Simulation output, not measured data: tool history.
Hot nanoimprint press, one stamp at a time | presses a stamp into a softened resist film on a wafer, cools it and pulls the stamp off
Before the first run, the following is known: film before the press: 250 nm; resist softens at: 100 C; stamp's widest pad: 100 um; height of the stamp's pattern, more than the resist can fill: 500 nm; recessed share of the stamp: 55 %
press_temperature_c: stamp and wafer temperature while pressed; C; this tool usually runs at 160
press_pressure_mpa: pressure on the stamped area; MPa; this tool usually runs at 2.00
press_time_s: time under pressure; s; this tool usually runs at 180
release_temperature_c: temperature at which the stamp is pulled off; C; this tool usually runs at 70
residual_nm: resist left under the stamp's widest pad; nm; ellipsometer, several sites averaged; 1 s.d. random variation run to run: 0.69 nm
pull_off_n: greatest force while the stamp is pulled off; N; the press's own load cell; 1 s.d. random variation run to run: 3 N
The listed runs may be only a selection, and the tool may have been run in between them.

| run | hour | press_temperature_c | press_pressure_mpa | press_time_s | release_temperature_c | residual_nm | pull_off_n |
|---|---|---|---|---|---|---|---|
| 1 | 0.0 | 160 | 2.00 | 180 | 70 | 104.9 | 133 |
| 2 | 24.1 | 160 | 2.00 | 180 | 77 | 105.3 | 109 |
| 3 | 36.2 | 160 | 2.00 | 180 | 77 | 104.9 | 113 |
| 4 | 57.1 | 160 | 2.00 | 180 | 77 | 105.4 | 112 |
| 5 | 71.4 | 160 | 2.00 | 180 | 77 | 106.2 | 111 |
| 6 | 99.9 | 160 | 2.00 | 180 | 70 | 104.7 | 154 |
| 7 | 123.2 | 160 | 2.00 | 180 | 70 | 104.5 | 147 |
| 8 | 139.2 | 160 | 2.00 | 180 | 70 | 104.8 | 146 |
| 9 | 159.0 | 160 | 2.65 | 180 | 70 | 90.6 | 147 |
|  | 174.4 | plate thermocouple calibrated |
| 10 | 177.7 | 160 | 2.65 | 180 | 70 | 98.8 | 168 |
| 11 | 201.0 | 160 | 2.65 | 180 | 70 | 99.6 | 164 |
| 12 | 225.6 | 160 | 2.44 | 180 | 70 | 101.7 | 171 |
| 13 | 253.2 | 160 | 2.44 | 180 | 70 | 102.6 | 171 |
| 14 | 277.0 | 160 | 2.44 | 180 | 70 | 101.1 | 166 |
| 15 | 300.1 | 160 | 2.44 | 180 | 70 | 101.2 | 178 |
| 16 | 321.6 | 160 | 2.44 | 180 | 70 | 102.0 | 172 |
| 17 | 347.6 | 160 | 2.44 | 180 | 70 | 101.3 | 179 |
| 18 | 363.8 | 160 | 1.62 | 140 | 56 | 133.6 | 251 |
| 19 | 391.4 | 160 | 1.62 | 113 | 56 | 142.1 | 265 |
| 20 | 413.0 | 160 | 1.62 | 113 | 56 | 144.7 | 261 |

Predict the results of run 21:
| 21 | 436.3 | 160 | 1.62 | 95 | 69 | ? | ? |

Run 21 came out at residual_nm 149.1 nm, pull_off_n 196 N.
Take away the tool's hidden state, keep the run-to-run variation as it was, and the same run would have given residual_nm 150.6 nm, pull_off_n 150 N.

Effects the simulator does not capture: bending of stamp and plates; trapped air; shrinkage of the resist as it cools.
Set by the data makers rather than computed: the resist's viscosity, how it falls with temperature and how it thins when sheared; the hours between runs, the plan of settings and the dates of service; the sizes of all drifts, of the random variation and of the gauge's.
